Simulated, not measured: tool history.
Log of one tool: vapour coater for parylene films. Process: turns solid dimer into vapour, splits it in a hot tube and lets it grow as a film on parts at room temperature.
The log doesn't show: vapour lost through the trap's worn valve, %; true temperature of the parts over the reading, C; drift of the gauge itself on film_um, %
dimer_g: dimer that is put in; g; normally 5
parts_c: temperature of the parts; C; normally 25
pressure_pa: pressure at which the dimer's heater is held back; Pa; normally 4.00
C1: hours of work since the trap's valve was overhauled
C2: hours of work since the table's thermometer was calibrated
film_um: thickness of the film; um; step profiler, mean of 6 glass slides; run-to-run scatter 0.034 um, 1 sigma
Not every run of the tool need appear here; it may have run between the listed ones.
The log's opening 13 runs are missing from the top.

Run 14, hour 829.4: usual settings but parts_c 31 C; C1 111; C2 723. Result: film_um 2.91 um.
Run 15, hour 889.8: usual settings but parts_c 31 C; C1 147; C2 759. Result: film_um 2.86 um.
Run 16, hour 942.6: usual settings but parts_c 31 C; C1 179; C2 790. Result: film_um 2.88 um.
At hour 975.9: trap's valve overhauled, once more.
Run 17, hour 989.9: usual settings; C1 8; C2 816. Result: film_um 4.04 um.
Run 18, hour 1034.2: usual settings; C1 35; C2 843. Result: film_um 3.99 um.
Run 19, hour 1073.6: usual settings but dimer_g 2 g, parts_c 30 C, pressure_pa 11.40 Pa; C1 58; C2 866. Result: film_um 1.03 um.
Run 20, hour 1148.6: usual settings but dimer_g 2 g, parts_c 30 C, pressure_pa 11.40 Pa; C1 103; C2 911. Result: film_um 1.06 um.
Run 21, hour 1197.6: usual settings but parts_c 30 C, pressure_pa 11.40 Pa; C1 132; C2 940. Result: film_um 2.58 um.
Run 22, hour 1260.6: usual settings but dimer_g 2 g, parts_c 17 C, pressure_pa 8.04 Pa; C1 170; C2 978. Result: film_um 1.97 um.
Run 23, hour 1346.6: usual settings but dimer_g 6 g, parts_c 30 C, pressure_pa 11.97 Pa; C1 221; C2 1029. Result: film_um 3.01 um.
Run 24, hour 1402.0: usual settings but parts_c 22 C; C1 254; C2 1062. Result: film_um 4.50 um.
Run 25, hour 1443.4: usual settings but dimer_g 3 g, parts_c 33 C, pressure_pa 7.00 Pa; C1 279; C2 1087. Result: film_um 1.43 um.
Run 26, hour 1480.4: usual settings but dimer_g 4 g; C1 301; C2 1109. Result: film_um 3.09 um.
Run 27, hour 1567.3: usual settings but parts_c 32 C; C1 353; C2 1161. Result: film_um 2.84 um.
Run 28, hour 1638.3: usual settings but dimer_g 4 g, parts_c 31 C, pressure_pa 4.81 Pa; C1 396; C2 1203. Result: film_um 2.27 um.
Run 29, hour 1687.8: usual settings but dimer_g 2 g, parts_c 19 C, pressure_pa 9.15 Pa; C1 425; C2 1233. Result: film_um 1.72 um.
Run 30, hour 1752.2: usual settings but dimer_g 4 g, parts_c 24 C, pressure_pa 4.87 Pa; C1 464; C2 1272. Result: film_um 3.17 um.
Run 31, hour 1827.6: usual settings but dimer_g 4 g, parts_c 24 C, pressure_pa 4.87 Pa; C1 509; C2 1317. Result: film_um 3.10 um.
Run 32, hour 1866.1: usual settings but dimer_g 4 g, parts_c 24 C, pressure_pa 4.87 Pa; C1 532; C2 1340. Result: film_um 3.08 um.
Run 33, hour 1923.5: usual settings but dimer_g 4 g, parts_c 27 C; C1 566; C2 1374. Result: film_um 2.80 um.
Run 34, hour 1967.0: usual settings but dimer_g 4 g, parts_c 27 C; C1 592; C2 1400. Result: film_um 2.78 um.
Run 35, hour 2052.1: usual settings but dimer_g 4 g, parts_c 23 C; C1 643; C2 1451. Result: film_um 3.35 um.

What if the next run were any one of these 5? Each begins from the tool's condition after run 35:
Run A, hour 2101.7: usual settings but dimer_g 7 g, parts_c 19 C, pressure_pa 2.94 Pa; C1 672; C2 1480. Result: film_um ?.
Run B, hour 2101.7: usual settings but parts_c 23 C; C1 672; C2 1480. Result: film_um ?.
Run C, hour 2101.7: usual settings but dimer_g 3 g, parts_c 23 C, pressure_pa 11.54 Pa; C1 672; C2 1480. Result: film_um ?.
Run D, hour 2101.7: usual settings but dimer_g 2 g, parts_c 30 C, pressure_pa 9.97 Pa; C1 672; C2 1480. Result: film_um ?.
Run E, hour 2101.7: usual settings but dimer_g 4 g, parts_c 27 C; C1 672; C2 1480. Result: film_um ?.

run  film_um
  A     7.38
  B     4.17
  C     2.04
  D     0.99
  E     2.79
Stripped of hidden state, with their random variation kept, the same runs would have yielded:
run  film_um
  A     7.77
  B     4.47
  C     2.18
  D     1.06
  E     2.99
